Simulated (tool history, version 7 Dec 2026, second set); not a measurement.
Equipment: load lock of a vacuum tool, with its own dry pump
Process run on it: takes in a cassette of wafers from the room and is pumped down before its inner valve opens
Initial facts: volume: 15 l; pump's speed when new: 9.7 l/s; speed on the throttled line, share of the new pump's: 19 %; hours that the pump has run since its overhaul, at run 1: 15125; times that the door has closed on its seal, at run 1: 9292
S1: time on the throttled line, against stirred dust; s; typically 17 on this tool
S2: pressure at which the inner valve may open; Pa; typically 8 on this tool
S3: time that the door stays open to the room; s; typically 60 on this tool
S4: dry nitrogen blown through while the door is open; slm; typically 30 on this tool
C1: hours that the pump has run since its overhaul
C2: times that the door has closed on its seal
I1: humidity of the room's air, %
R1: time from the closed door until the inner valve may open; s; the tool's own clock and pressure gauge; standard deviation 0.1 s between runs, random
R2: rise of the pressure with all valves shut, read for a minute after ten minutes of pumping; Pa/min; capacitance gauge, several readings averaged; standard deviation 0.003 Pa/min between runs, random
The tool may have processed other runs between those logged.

run	hour	S1	S2	S3	S4	C1	C2	I1	R1	R2
1	0.0	17	8	60	30	15125	9292	45.7	30.30	0.040
2	116.6	17	8	60	30	15241	9563	45.7	30.33	0.038
3	211.9	17	8	60	35	15337	9784	46.6	30.30	0.035
4	339.5	17	7	60	30	15464	10080	46.5	30.57	0.039
5	425.9	17	7	60	30	15550	10280	42.0	30.60	0.038
6	540.2	17	8	60	30	15665	10545	42.8	30.38	0.039
7	610.1	25	8	60	30	15735	10707	47.8	36.56	0.045
8	719.8	25	8	60	30	15844	10961	48.6	36.49	0.047
9	837.1	28	8	60	30	15962	11233	44.4	38.91	0.046
10	901.4	28	8	60	30	16026	11382	43.5	38.78	0.043
11	963.7	28	8	60	30	16088	11527	46.2	39.12	0.050
12	1036.9	28	8	60	13	16162	11696	45.2	39.00	0.055
13	1126.5	17	8	60	30	16251	11904	44.4	30.47	0.042
14	1200.2	17	8	60	32	16325	12075	42.2	30.43	0.042
15	1316.7	17	8	60	32	16441	12345	45.2	30.67	0.043
16	1418.7	11	8	217	5	16543	12582	45.7	25.84	0.107
17	1522.4	11	8	217	5	16647	12822	44.8	25.89	0.101
18	1610.3	15	7	116	10	16735	13026	41.5	29.12	0.066
19	1746.9	15	7	116	10	16872	13343	47.8	29.21	0.075
20	1805.4	14	8	60	11	16930	13478	46.1	28.26	0.062
21	1941.6	8	12	37	32	17066	13794	39.4	22.82	0.040
22	2066.2	9	8	60	33	17191	14083	44.9	24.33	0.052
23	2155.5	22	11	141	10	17280	14290	43.9	33.81	0.070
24	2217.6	22	11	141	10	17342	14434	44.9	33.73	0.072
25	2304.0	22	11	141	10	17429	14634	43.4	33.82	0.076

Below, some changes in R1 between adjacent runs. For each, the amount present without the hidden state too (settings, incoming material, random variation) and the amount remaining for the hidden state with gauge scatter not shared by both compared results:
Hidden state at play: pump's speed, % of a new pump's; leak at the door's seal, Pa l/s; drift of the gauge itself on ready_s, %; drift of the gauge itself on rise_pa_min, %.
Run 12 -> 13: S1 28 -> 17, S4 13 -> 30. R1 -8.53 s: hidden state +0.39, all else -8.92.
Run 22 -> 23: S1 9 -> 22, S2 8 -> 11, S3 60 -> 141, S4 33 -> 10. R1 +9.48 s: hidden state -0.51, all else +9.99.
